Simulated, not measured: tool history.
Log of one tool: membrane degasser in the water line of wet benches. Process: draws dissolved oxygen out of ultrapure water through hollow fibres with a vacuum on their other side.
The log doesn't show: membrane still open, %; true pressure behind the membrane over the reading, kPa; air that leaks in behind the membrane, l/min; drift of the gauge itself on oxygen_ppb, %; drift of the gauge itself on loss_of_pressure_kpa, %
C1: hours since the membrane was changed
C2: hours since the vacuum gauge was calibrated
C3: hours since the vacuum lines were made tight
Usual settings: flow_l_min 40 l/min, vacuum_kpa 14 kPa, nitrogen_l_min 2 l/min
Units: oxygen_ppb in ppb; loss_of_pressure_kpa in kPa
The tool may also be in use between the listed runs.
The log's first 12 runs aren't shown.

{"run": 13, "hour": 374.7, "flow_l_min": 40, "vacuum_kpa": 14.7, "nitrogen_l_min": 4.19, "C1": 1674, "C2": 5353, "C3": 1247, "oxygen_ppb": 271.1, "loss_of_pressure_kpa": 60.02}
{"hour": 415.0, "done": "vacuum gauge calibrated"}
{"run": 14, "hour": 423.1, "flow_l_min": 40, "vacuum_kpa": 10, "nitrogen_l_min": 2, "C1": 1722, "C2": 8, "C3": 1295, "oxygen_ppb": 311, "loss_of_pressure_kpa": 59.83}
{"run": 15, "hour": 468.2, "flow_l_min": 40, "vacuum_kpa": 10, "nitrogen_l_min": 2, "C1": 1767, "C2": 53, "C3": 1340, "oxygen_ppb": 311.7, "loss_of_pressure_kpa": 59.46}
{"run": 16, "hour": 508.9, "flow_l_min": 40, "vacuum_kpa": 10, "nitrogen_l_min": 2, "C1": 1808, "C2": 94, "C3": 1381, "oxygen_ppb": 311.6, "loss_of_pressure_kpa": 59.46}
{"run": 17, "hour": 557.2, "flow_l_min": 40, "vacuum_kpa": 10, "nitrogen_l_min": 2, "C1": 1856, "C2": 142, "C3": 1429, "oxygen_ppb": 311.7, "loss_of_pressure_kpa": 59.71}
{"run": 18, "hour": 593.0, "flow_l_min": 40, "vacuum_kpa": 11.1, "nitrogen_l_min": 3.3, "C1": 1892, "C2": 178, "C3": 1465, "oxygen_ppb": 236.6, "loss_of_pressure_kpa": 58.85}
{"run": 19, "hour": 614.0, "flow_l_min": 26, "vacuum_kpa": 11.1, "nitrogen_l_min": 3.3, "C1": 1913, "C2": 199, "C3": 1486, "oxygen_ppb": 152.1, "loss_of_pressure_kpa": 38.94}
{"run": 20, "hour": 645.8, "flow_l_min": 26, "vacuum_kpa": 11.1, "nitrogen_l_min": 3.3, "C1": 1945, "C2": 231, "C3": 1518, "oxygen_ppb": 151.5, "loss_of_pressure_kpa": 38.8}
{"run": 21, "hour": 691.4, "flow_l_min": 26, "vacuum_kpa": 11.1, "nitrogen_l_min": 1.06, "C1": 1990, "C2": 276, "C3": 1563, "oxygen_ppb": 407.2, "loss_of_pressure_kpa": 38.86}
{"run": 22, "hour": 738.0, "flow_l_min": 26, "vacuum_kpa": 11.1, "nitrogen_l_min": 1.06, "C1": 2037, "C2": 323, "C3": 1610, "oxygen_ppb": 406, "loss_of_pressure_kpa": 38.54}
{"run": 23, "hour": 766.4, "flow_l_min": 26, "vacuum_kpa": 11.1, "nitrogen_l_min": 1.06, "C1": 2065, "C2": 351, "C3": 1638, "oxygen_ppb": 404.3, "loss_of_pressure_kpa": 38.61}
{"run": 24, "hour": 791.6, "flow_l_min": 26, "vacuum_kpa": 11.1, "nitrogen_l_min": 1.06, "C1": 2091, "C2": 377, "C3": 1664, "oxygen_ppb": 404.6, "loss_of_pressure_kpa": 38.58}
{"run": 25, "hour": 830.2, "flow_l_min": 40, "vacuum_kpa": 20.1, "nitrogen_l_min": 0.94, "C1": 2129, "C2": 415, "C3": 1702, "oxygen_ppb": 1239.2, "loss_of_pressure_kpa": 59.72}
{"run": 26, "hour": 873.7, "flow_l_min": 49, "vacuum_kpa": 14.7, "nitrogen_l_min": 2.66, "C1": 2173, "C2": 459, "C3": 1746, "oxygen_ppb": 477, "loss_of_pressure_kpa": 73.04}
{"run": 27, "hour": 894.8, "flow_l_min": 49, "vacuum_kpa": 14.7, "nitrogen_l_min": 2.66, "C1": 2194, "C2": 480, "C3": 1767, "oxygen_ppb": 475.6, "loss_of_pressure_kpa": 73.42}
{"run": 28, "hour": 941.1, "flow_l_min": 49, "vacuum_kpa": 14.7, "nitrogen_l_min": 2.66, "C1": 2240, "C2": 526, "C3": 1813, "oxygen_ppb": 477.2, "loss_of_pressure_kpa": 73.54}
{"run": 29, "hour": 983.7, "flow_l_min": 58, "vacuum_kpa": 18.2, "nitrogen_l_min": 2.66, "C1": 2283, "C2": 569, "C3": 1856, "oxygen_ppb": 702.5, "loss_of_pressure_kpa": 86.62}
{"run": 30, "hour": 1032.3, "flow_l_min": 58, "vacuum_kpa": 18.2, "nitrogen_l_min": 2.66, "C1": 2331, "C2": 617, "C3": 1904, "oxygen_ppb": 701.4, "loss_of_pressure_kpa": 86.46}
{"run": 31, "hour": 1079.8, "flow_l_min": 44, "vacuum_kpa": 11.6, "nitrogen_l_min": 1.34, "C1": 2379, "C2": 665, "C3": 1952, "oxygen_ppb": 556.2, "loss_of_pressure_kpa": 65.48}

5 ways to go on from here, each from the tool as it stands after run 31. What would each give?
{"run": "A", "hour": 1108.8, "flow_l_min": 34, "vacuum_kpa": 33.3, "nitrogen_l_min": 2.25, "C1": 2408, "C2": 694, "C3": 1981, "oxygen_ppb": "?", "loss_of_pressure_kpa": "?"}
{"run": "B", "hour": 1108.8, "flow_l_min": 40, "vacuum_kpa": 34, "nitrogen_l_min": 0.97, "C1": 2408, "C2": 694, "C3": 1981, "oxygen_ppb": "?", "loss_of_pressure_kpa": "?"}
{"run": "C", "hour": 1108.8, "flow_l_min": 59, "vacuum_kpa": 14, "nitrogen_l_min": 1.43, "C1": 2408, "C2": 694, "C3": 1981, "oxygen_ppb": "?", "loss_of_pressure_kpa": "?"}
{"run": "D", "hour": 1108.8, "flow_l_min": 44, "vacuum_kpa": 11.6, "nitrogen_l_min": 3.95, "C1": 2408, "C2": 694, "C3": 1981, "oxygen_ppb": "?", "loss_of_pressure_kpa": "?"}
{"run": "E", "hour": 1108.8, "flow_l_min": 52, "vacuum_kpa": 17.5, "nitrogen_l_min": 0.85, "C1": 2408, "C2": 694, "C3": 1981, "oxygen_ppb": "?", "loss_of_pressure_kpa": "?"}

run=A oxygen_ppb=934 loss_of_pressure_kpa=50.56
run=B oxygen_ppb=1994.4 loss_of_pressure_kpa=59.5
run=C oxygen_ppb=846 loss_of_pressure_kpa=88.1
run=D oxygen_ppb=235.6 loss_of_pressure_kpa=65.42
run=E oxygen_ppb=1386.7 loss_of_pressure_kpa=77.83
Without the tool's hidden state the same runs would have given:
run=A oxygen_ppb=951.1 loss_of_pressure_kpa=50.54
run=B oxygen_ppb=2031.2 loss_of_pressure_kpa=59.48
run=C oxygen_ppb=861.6 loss_of_pressure_kpa=88.07
run=D oxygen_ppb=239.9 loss_of_pressure_kpa=65.4
run=E oxygen_ppb=1412.5 loss_of_pressure_kpa=77.8

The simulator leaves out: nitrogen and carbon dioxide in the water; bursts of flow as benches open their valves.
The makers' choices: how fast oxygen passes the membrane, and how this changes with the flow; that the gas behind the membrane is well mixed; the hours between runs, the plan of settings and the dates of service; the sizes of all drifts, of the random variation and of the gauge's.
